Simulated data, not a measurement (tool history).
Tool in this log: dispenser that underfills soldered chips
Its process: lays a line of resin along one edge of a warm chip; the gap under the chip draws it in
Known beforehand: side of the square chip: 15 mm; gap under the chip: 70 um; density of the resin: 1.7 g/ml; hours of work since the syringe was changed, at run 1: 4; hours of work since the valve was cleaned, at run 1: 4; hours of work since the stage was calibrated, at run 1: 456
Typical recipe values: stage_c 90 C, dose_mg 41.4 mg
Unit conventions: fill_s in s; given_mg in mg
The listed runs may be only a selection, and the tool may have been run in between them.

run   hour  stage_c  dose_mg  hours of work since the syringe was changed  hours of work since the valve was cleaned  hours of work since the stage was calibrated  fill_s  given_mg
  1    0.0       90     41.4                                            4                                          4                                           456   354.9     41.26
       8.4  -- new syringe of resin
  2    8.4       90     38.6                                            0                                         11                                           463   247.1     38.36
  3   19.9       90     49.6                                            9                                         19                                           471   491.7     49.20
      22.8  -- new syringe of resin
  4   32.0       90     41.4                                            7                                         28                                           480   425.6     40.26
      36.8  -- new syringe of resin
  5   47.5       90     41.4                                            8                                         40                                           492   486.6     39.86
      50.7  -- new syringe of resin
  6   61.1       90     41.4                                            8                                         50                                           502   473.1     39.91
      64.7  -- new syringe of resin
  7   76.7       90     41.4                                            9                                         62                                           514   528.2     39.12
      79.0  -- new syringe of resin
  8   88.6       90     41.4                                            7                                         71                                           523   458.7     38.92
      93.3  -- new syringe of resin
      94.3  -- dispensing valve cleaned and set on the balance
  9  100.1       90     41.4                                            4                                          4                                           531   357.6     40.98
     108.4  -- new syringe of resin
 10  112.1       90     41.4                                            3                                         13                                           540   317.9     40.94
     122.9  -- new syringe of resin
 11  126.6       79     44.1                                            3                                         24                                           550   541.7     42.97
     136.9  -- new syringe of resin
 12  140.1       90     51.6                                            2                                         34                                           561   300.1     50.44
 13  149.5       90     42.8                                           10                                         42                                           568   543.9     41.35
     151.4  -- new syringe of resin
 14  160.2      100     44.7                                            7                                         50                                           576   259.7     42.45
     166.2  -- new syringe of resin
 15  167.7      100     44.7                                            1                                         55                                           581   166.1     42.66
 16  175.4      100     44.7                                            7                                         61                                           587   271.6     42.10

Expected results for the next run?
     181.2  -- new syringe of resin
 17  184.5       91     52.9                                            3                                         68                                           594       ?         ?

{"run 17": {"fill_s": 282.8, "given_mg": 50.11}}
On a tool with no hidden condition, and with the same random variation, this run would have come out at fill_s 254.7 s, given_mg 53.15 mg.

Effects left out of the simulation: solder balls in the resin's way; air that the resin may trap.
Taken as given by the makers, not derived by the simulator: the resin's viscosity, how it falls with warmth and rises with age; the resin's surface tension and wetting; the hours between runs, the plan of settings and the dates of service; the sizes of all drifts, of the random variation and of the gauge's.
